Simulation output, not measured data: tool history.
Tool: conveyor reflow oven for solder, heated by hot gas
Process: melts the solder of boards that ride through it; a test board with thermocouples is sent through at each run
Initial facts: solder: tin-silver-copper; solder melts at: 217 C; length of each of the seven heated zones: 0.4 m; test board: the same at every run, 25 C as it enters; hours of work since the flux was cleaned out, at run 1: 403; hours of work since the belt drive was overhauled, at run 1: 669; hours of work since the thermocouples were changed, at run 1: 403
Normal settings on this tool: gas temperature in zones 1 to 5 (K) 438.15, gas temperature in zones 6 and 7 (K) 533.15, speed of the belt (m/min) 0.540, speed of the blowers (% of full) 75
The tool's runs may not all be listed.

run,day,gas temperature in zones 1 to 5 (K),gas temperature in zones 6 and 7 (K),speed of the belt (m/min),speed of the blowers (% of full),hours of work since the flux was cleaned out,hours of work since the belt drive was overhauled,hours of work since the thermocouples were changed,highest temperature of the board (K),time above the solder's melting point (s)
1,0.000,438.15,533.15,0.540,75,403,669,403,511.05,47.6
2,1.146,438.15,533.15,0.540,75,422,689,422,511.05,46.5
# day 2.650: flux residue cleaned out of gas plates and filters
3,2.650,438.15,533.15,0.540,75,0,710,444,514.45,51.2
4,5.088,438.15,533.15,0.540,75,41,751,485,513.45,50.9
5,7.546,438.15,533.15,0.540,75,82,792,526,513.85,50.0
6,9.342,438.15,533.15,0.540,60,112,822,556,509.55,44.0
7,11.225,438.15,533.15,0.540,60,143,854,587,509.25,43.7
8,13.379,438.15,533.15,0.540,60,179,890,623,508.95,42.7
9,14.912,438.15,533.15,0.540,60,205,915,649,508.55,42.4
10,16.554,438.15,533.15,0.540,60,232,943,676,508.55,43.1
11,17.742,438.15,533.15,0.540,60,252,962,696,508.25,42.1
12,19.708,438.15,522.15,0.540,75,285,995,729,502.15,33.3
13,21.783,449.15,524.15,0.437,75,320,1030,764,512.45,70.3
14,23.721,438.15,531.15,0.618,75,352,1062,796,504.65,31.3
15,25.133,434.15,546.15,0.629,50,376,1086,820,505.85,29.6
16,26.312,438.15,533.15,0.637,67,396,1106,839,502.15,25.3
17,28.500,438.15,534.15,0.545,75,432,1142,876,510.75,46.6
# day 29.538: flux residue cleaned out of gas plates and filters
18,30.138,438.15,534.15,0.545,75,10,1166,900,513.75,51.5
# day 31.688: thermocouples of zones 6 and 7 changed
19,32.696,438.15,528.15,0.450,75,51,1208,17,515.85,69.0

4 options for the next run, each taken on its own from the tool as it stands now. Forecast them:
A,34.058,438.15,532.15,0.439,82,74,1230,40,?,?
B,34.058,449.15,528.15,0.559,75,74,1230,40,?,?
C,34.058,440.15,533.15,0.473,62,74,1230,40,?,?
D,34.058,439.15,528.15,0.599,60,74,1230,40,?,?

run,highest temperature of the board (K),time above the solder's melting point (s)
A,520.55,77.6
B,511.75,51.8
C,516.95,64.2
D,503.85,30.2
Had the tool no hidden state, the same runs would have come out as:
run,highest temperature of the board (K),time above the solder's melting point (s)
A,520.15,75.2
B,511.35,49.9
C,516.45,61.9
D,503.25,28.5

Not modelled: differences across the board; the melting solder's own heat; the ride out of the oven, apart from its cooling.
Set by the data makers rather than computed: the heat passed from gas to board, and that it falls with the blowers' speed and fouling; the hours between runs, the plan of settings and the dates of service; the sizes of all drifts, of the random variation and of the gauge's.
